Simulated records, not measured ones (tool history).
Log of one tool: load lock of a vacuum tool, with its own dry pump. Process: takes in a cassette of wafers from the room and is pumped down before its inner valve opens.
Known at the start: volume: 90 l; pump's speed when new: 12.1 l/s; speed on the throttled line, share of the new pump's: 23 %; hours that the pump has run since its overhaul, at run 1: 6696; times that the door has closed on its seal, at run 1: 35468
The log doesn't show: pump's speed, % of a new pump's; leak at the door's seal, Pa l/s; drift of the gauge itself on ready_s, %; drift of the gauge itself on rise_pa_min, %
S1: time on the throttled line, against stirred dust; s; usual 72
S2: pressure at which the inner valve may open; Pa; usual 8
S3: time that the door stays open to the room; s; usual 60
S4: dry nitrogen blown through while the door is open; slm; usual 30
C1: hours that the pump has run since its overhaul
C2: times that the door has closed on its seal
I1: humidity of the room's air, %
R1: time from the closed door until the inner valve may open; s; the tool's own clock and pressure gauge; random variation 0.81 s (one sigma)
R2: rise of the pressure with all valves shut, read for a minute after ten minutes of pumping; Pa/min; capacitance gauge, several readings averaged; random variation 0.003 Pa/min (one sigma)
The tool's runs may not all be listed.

run	hour	S1	S2	S3	S4	C1	C2	I1	R1	R2
1	0	72	8	60	30	6696	35468	43.2	126.1	0.02
2	237.4	72	8	60	22	6933	36541	44.8	126.9	0.021
3	512.2	72	8	47	30	7208	37782	42.9	127.8	0.014
4	695.8	72	8	47	30	7391	38612	44.1	126	0.016
5	993.9	72	11	47	30	7689	39958	41.4	124.2	0.013
6	1351.9	55	8	60	30	8047	41576	44.7	112.5	0.021
7	1610.4	72	8	60	30	8306	42743	42.1	126.1	0.022
8	2031.4	72	8	60	30	8727	44646	44.5	123.6	0.022
9	2334.4	72	12	192	30	9030	46014	45.2	123.1	0.04
10	2621	72	15	169	14	9317	47309	44.6	120.5	0.059
11	3051.1	72	15	68	14	9747	49252	45.3	120.7	0.029
12	3405.2	72	11	60	5	10101	50852	44	122.7	0.041
13	3726.6	72	11	60	5	10422	52304	49	122.4	0.04
14	4101.1	64	15	60	30	10797	53996	43.3	115.6	0.024
15	4332.2	72	7	60	19	11028	55040	42.5	127	0.023

3 ways to go on from here, each from the tool as it stands after run 15. What would each give?
A	4651.2	74	7	36	19	11347	56481	43.1	?	?
B	4651.2	78	7	65	19	11347	56481	42.3	?	?
C	4651.2	72	8	160	30	11347	56481	45	?	?

run	R1	R2
A	128.4	0.019
B	132.6	0.03
C	126.4	0.037
Without the tool's hidden state the same runs would have given:
run	R1	R2
A	128.3	0.018
B	132.5	0.028
C	126.3	0.035
